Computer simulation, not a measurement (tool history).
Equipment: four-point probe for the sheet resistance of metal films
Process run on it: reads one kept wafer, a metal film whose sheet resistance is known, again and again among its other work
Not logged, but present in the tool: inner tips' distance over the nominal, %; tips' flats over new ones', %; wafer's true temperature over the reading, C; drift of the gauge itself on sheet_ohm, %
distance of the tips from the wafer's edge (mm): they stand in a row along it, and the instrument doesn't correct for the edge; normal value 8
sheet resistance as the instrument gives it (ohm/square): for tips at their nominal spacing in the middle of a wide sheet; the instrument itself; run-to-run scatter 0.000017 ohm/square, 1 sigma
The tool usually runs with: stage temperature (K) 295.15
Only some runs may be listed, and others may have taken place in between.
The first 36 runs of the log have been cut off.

run,day,stage temperature (K),distance of the tips from the wafer's edge (mm),touches since the probe head was changed,hours of work since the stage's thermometer was calibrated,sheet resistance as the instrument gives it (ohm/square)
37,41.029,297.15,12,23041,988,0.083131
38,41.708,298.15,5,23741,997,0.083643
39,43.075,297.15,8,25150,1016,0.083264
40,44.458,297.15,8,26577,1034,0.083317
41,45.508,297.15,8,27662,1048,0.083286
42,46.867,297.15,8,29064,1067,0.083326
43,47.875,300.15,41,30103,1080,0.082838
44,49.121,296.15,16,31388,1097,0.083185

Branching from run 44: 5 alternative next runs. What would each branch give?
A,49.792,294.15,53,32083,1106,?
B,49.792,295.15,31,32083,1106,?
C,49.792,297.15,60,32083,1106,?
D,49.792,299.15,13,32083,1106,?
E,49.792,299.15,21,32083,1106,?

run,sheet resistance as the instrument gives it (ohm/square)
A,0.083282
B,0.083201
C,0.083051
D,0.083012
E,0.082966
What these runs would have given with no unlogged condition in the tool:
run,sheet resistance as the instrument gives it (ohm/square)
A,0.083157
B,0.083076
C,0.082926
D,0.082888
E,0.082842

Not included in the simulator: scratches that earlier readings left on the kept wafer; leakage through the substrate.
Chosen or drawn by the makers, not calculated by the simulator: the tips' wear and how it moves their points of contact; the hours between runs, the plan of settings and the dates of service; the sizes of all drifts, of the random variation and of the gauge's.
